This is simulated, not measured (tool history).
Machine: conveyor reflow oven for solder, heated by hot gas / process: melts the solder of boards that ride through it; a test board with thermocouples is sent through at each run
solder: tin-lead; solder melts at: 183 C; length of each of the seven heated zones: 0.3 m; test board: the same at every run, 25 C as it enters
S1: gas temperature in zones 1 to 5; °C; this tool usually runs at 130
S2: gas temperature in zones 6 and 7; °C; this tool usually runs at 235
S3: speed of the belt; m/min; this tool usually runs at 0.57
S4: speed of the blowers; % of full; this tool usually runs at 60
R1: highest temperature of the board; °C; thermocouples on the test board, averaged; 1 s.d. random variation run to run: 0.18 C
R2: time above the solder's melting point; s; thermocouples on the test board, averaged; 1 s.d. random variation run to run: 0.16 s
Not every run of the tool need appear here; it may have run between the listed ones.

Run 1, hour 0: usual settings. Result: R1 209.6 °C, R2 38.4 s.
Run 2, hour 19: usual settings. Result: R1 209.8 °C, R2 38.3 s.
Run 3, hour 41.9: usual settings but S3 0.65 m/min. Result: R1 204.1 °C, R2 28.1 s.
Run 4, hour 55.7: usual settings but S3 0.65 m/min. Result: R1 204.1 °C, R2 28.2 s.
Run 5, hour 77.4: usual settings but S3 0.666 m/min. Result: R1 203.1 °C, R2 26.8 s.
Run 6, hour 91.4: usual settings but S3 0.666 m/min. Result: R1 202.8 °C, R2 26.8 s.
Run 7, hour 100.7: usual settings but S3 0.663 m/min. Result: R1 203.5 °C, R2 26.9 s.
Run 8, hour 120: usual settings but S3 0.587 m/min. Result: R1 208.4 °C, R2 35.7 s.
Run 9, hour 139.3: usual settings but S3 0.587 m/min. Result: R1 208.7 °C, R2 36.1 s.
Run 10, hour 150.6: usual settings but S3 0.587 m/min. Result: R1 208 °C, R2 35.8 s.
Run 11, hour 165.6: usual settings but S3 0.587 m/min. Result: R1 208.8 °C, R2 35.8 s.
Run 12, hour 188.3: usual settings but S3 0.587 m/min. Result: R1 208.3 °C, R2 35.9 s.
Run 13, hour 206.2: usual settings but S4 86 % of full. Result: R1 217.6 °C, R2 45.6 s.
Run 14, hour 226.2: usual settings but S4 86 % of full. Result: R1 217.6 °C, R2 45.6 s.
Run 15, hour 239.4: usual settings but S4 86 % of full. Result: R1 217.9 °C, R2 45.2 s.
Run 16, hour 260.5: usual settings but S4 86 % of full. Result: R1 217.6 °C, R2 45.4 s.
Run 17, hour 271.1: usual settings but S1 142 °C, S2 230 °C, S3 0.483 m/min, S4 79 % of full. Result: R1 218.5 °C, R2 58.5 s.
Run 18, hour 281.1: usual settings but S1 142 °C, S2 230 °C, S3 0.483 m/min, S4 79 % of full. Result: R1 218.6 °C, R2 58.9 s.
Run 19, hour 302.2: usual settings but S1 142 °C, S2 230 °C, S3 0.483 m/min, S4 79 % of full. Result: R1 218.3 °C, R2 58.7 s.
Run 20, hour 314.9: usual settings but S1 118 °C, S3 0.476 m/min. Result: R1 214.5 °C, R2 47.6 s.
Run 21, hour 330.2: usual settings but S1 118 °C, S3 0.568 m/min, S4 78 % of full. Result: R1 213.7 °C, R2 39.4 s.
Run 22, hour 342.9: usual settings but S1 127 °C, S2 250 °C, S3 0.565 m/min. Result: R1 221.4 °C, R2 46.5 s.
Run 23, hour 368.7: usual settings but S1 127 °C, S2 250 °C, S3 0.565 m/min. Result: R1 221.4 °C, R2 46.4 s.
Run 24, hour 385.8: usual settings but S2 227 °C. Result: R1 203.5 °C, R2 32.7 s.
Run 25, hour 400.1: usual settings but S2 227 °C, S4 78 % of full. Result: R1 208.9 °C, R2 38.9 s.
Run 26, hour 413.9: usual settings but S2 227 °C, S4 78 % of full. Result: R1 208.7 °C, R2 38.8 s.
Run 27, hour 430.5: usual settings but S2 227 °C, S4 78 % of full. Result: R1 208.8 °C, R2 38.5 s.
Run 28, hour 452.5: usual settings but S2 227 °C, S4 78 % of full. Result: R1 208.9 °C, R2 38.9 s.
Run 29, hour 475: usual settings but S2 227 °C, S4 78 % of full. Result: R1 208.5 °C, R2 39 s.
Run 30, hour 489.2: usual settings but S1 136 °C, S3 0.516 m/min. Result: R1 214.5 °C, R2 49.3 s.

The log once held 1 entry between its listed runs, left out of this copy. Where does each go, and what is different about the tool's unlogged condition between the listed run before it and the listed run after it?
Run 22 -> run 23: flux residue cleaned out of gas plates and filters (hour 349.9)
  heat that the gas passes to the board, % of a clean oven's: 99.7 -> 100
